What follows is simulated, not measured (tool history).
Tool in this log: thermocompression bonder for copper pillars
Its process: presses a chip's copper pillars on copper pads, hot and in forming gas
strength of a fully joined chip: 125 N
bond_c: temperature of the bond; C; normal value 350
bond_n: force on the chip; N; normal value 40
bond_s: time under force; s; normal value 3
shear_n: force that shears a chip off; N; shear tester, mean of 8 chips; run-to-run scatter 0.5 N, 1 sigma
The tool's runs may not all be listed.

{"run": 1, "hour": 0.0, "bond_c": 350, "bond_n": 40, "bond_s": 3, "shear_n": 46.7}
{"run": 2, "hour": 12.2, "bond_c": 350, "bond_n": 40, "bond_s": 2, "shear_n": 38.5}
{"run": 3, "hour": 20.5, "bond_c": 350, "bond_n": 56, "bond_s": 3, "shear_n": 56.2}
{"run": 4, "hour": 32.1, "bond_c": 341, "bond_n": 40, "bond_s": 3, "shear_n": 41.8}
{"run": 5, "hour": 41.6, "bond_c": 341, "bond_n": 40, "bond_s": 3, "shear_n": 42.1}
{"run": 6, "hour": 57.4, "bond_c": 341, "bond_n": 40, "bond_s": 3, "shear_n": 40.7}
{"run": 7, "hour": 65.4, "bond_c": 350, "bond_n": 50, "bond_s": 3, "shear_n": 50.8}
{"run": 8, "hour": 72.5, "bond_c": 350, "bond_n": 50, "bond_s": 3, "shear_n": 49.9}
{"hour": 83.8, "done": "forming gas filter changed"}
{"run": 9, "hour": 86.1, "bond_c": 350, "bond_n": 50, "bond_s": 3, "shear_n": 57}
{"run": 10, "hour": 99.2, "bond_c": 350, "bond_n": 50, "bond_s": 3, "shear_n": 57.4}
{"run": 11, "hour": 115.1, "bond_c": 350, "bond_n": 50, "bond_s": 3, "shear_n": 55.8}
{"run": 12, "hour": 127.5, "bond_c": 350, "bond_n": 50, "bond_s": 3, "shear_n": 55.2}
{"run": 13, "hour": 137.5, "bond_c": 350, "bond_n": 40, "bond_s": 3, "shear_n": 48.2}
{"run": 14, "hour": 152.3, "bond_c": 350, "bond_n": 40, "bond_s": 3, "shear_n": 47.4}
{"run": 15, "hour": 160.1, "bond_c": 334, "bond_n": 40, "bond_s": 2, "shear_n": 32.9}
{"run": 16, "hour": 171.9, "bond_c": 338, "bond_n": 55, "bond_s": 2, "shear_n": 44.3}
{"run": 17, "hour": 189.5, "bond_c": 368, "bond_n": 27, "bond_s": 7, "shear_n": 57.5}
{"run": 18, "hour": 198.6, "bond_c": 368, "bond_n": 37, "bond_s": 2, "shear_n": 45.2}
{"hour": 202.2, "done": "heater calibrated with a thermocouple chip"}
{"run": 19, "hour": 208.5, "bond_c": 350, "bond_n": 35, "bond_s": 4, "shear_n": 48.4}
{"run": 20, "hour": 226.2, "bond_c": 347, "bond_n": 50, "bond_s": 4, "shear_n": 57.5}

Forecast run 21:
{"run": 21, "hour": 238.8, "bond_c": 347, "bond_n": 50, "bond_s": 4, "shear_n": "?"}

shear_n: 56.3 N
With no hidden state in the tool, this same run would have given shear_n 60 N.

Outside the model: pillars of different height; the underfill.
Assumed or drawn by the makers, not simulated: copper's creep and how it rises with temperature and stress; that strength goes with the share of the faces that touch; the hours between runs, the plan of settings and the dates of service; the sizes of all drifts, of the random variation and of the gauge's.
